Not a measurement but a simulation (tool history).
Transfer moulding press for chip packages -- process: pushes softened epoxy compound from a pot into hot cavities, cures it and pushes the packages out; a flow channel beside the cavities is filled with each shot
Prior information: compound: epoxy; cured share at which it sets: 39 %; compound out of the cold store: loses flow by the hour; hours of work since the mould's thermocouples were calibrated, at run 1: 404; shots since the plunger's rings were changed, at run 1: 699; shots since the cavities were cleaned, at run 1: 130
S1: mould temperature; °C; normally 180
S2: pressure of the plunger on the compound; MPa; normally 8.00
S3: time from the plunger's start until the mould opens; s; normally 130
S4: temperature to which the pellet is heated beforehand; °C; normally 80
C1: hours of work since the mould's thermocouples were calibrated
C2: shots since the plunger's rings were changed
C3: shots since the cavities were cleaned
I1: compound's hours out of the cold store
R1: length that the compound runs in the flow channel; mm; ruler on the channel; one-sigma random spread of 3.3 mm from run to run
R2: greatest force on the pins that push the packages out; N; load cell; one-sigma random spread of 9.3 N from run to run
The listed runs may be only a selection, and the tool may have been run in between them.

run   hour   S1    S2   S3  S4   C1    C2   C3    I1   R1   R2
  1    0.0  180  8.00  130  80  404   699  130  41.8  787  472
  2   15.9  180  8.00  130  80  415   850  281  16.0  850  546
  3   26.3  180  8.00  148  80  422   948  379  11.3  865  550
  4   39.2  180  8.00  130  80  430  1071  502  44.8  775  607
      48.3  -- cavities cleaned with cleaning compound and waxed
  5   49.6  180  8.00  130  88  436  1156   13  25.2  823  629
  6   63.2  180  8.00  130  88  445  1285  142  32.4  804  657
  7   76.2  180  8.00  130  88  454  1409  266  23.5  827  661
      85.4  -- cavities cleaned with cleaning compound and waxed, once more
  8   92.2  180  8.00  130  88  464  1547   65  46.3  767  468
  9  104.1  180  8.00  130  81  472  1659  177  22.6  831  536
 10  119.0  180  8.00  130  80  482  1801  319  11.3  853  577
 11  131.5  180  8.00  130  80  491  1920  438  42.0  770  603
 12  140.1  180  8.00  130  80  496  2002  520  27.4  817  621
     147.4  -- cavities cleaned with cleaning compound and waxed
 13  156.3  180  8.00  130  80  506  2141   84  25.6  818  464
 14  162.7  180  8.00  130  80  511  2203  146  17.5  831  517
 15  173.0  183  8.00  133  80  518  2300  243  35.3  785  501
 16  188.6  183  8.00  133  80  528  2449  392  17.8  826  554
 17  196.1  179  7.44  130  80  533  2520  463  11.2  827  645
 18  202.7  178  7.44  159  80  538  2583  526  41.7  751  579
     209.5  -- cavities cleaned with cleaning compound and waxed
 19  217.5  180  6.79  130  80  547  2710   77  29.3  738  464
 20  230.5  183  6.79  152  80  555  2832  199  25.8  739  484
 21  245.4  183  6.79  152  80  565  2975  342  30.2  726  532
 22  255.6  180  6.11  130  85  572  3072  439  22.8  715  585
 23  265.3  187  8.00  134  74  579  3163  530  38.2  764  544
     271.2  -- cavities cleaned with cleaning compound and waxed
 24  278.1  187  8.00  134  74  587  3271   65  36.0  764  425
 25  287.3  175  8.00  130  80  593  3359  153  38.4  795  598
 26  301.6  187  7.51  142  80  602  3495  289  22.7  766  531
 27  311.3  180  8.00  130  82  609  3587  381   9.2  849  600
 28  321.4  180  8.00  130  82  616  3682  476  32.0  789  592

Each row is a separate what-if for the run after 28, all from the same tool condition, not one after another. Results?
     332.7  -- cavities cleaned with cleaning compound and waxed
  A  332.7  180  6.23  113  82  622  3776   0  26.6   ?   ?
     332.7  -- cavities cleaned with cleaning compound and waxed
  B  332.7  182  8.00  130  82  622  3776   0  18.9   ?   ?
     332.7  -- cavities cleaned with cleaning compound and waxed
  C  332.7  178  7.17  141  80  622  3776   0  25.5   ?   ?

run   R1   R2
  A  706  488
  B  816  416
  C  764  423
Had the tool no hidden state, the same runs would have come out as:
run   R1   R2
  A  736  497
  B  851  411
  C  797  421
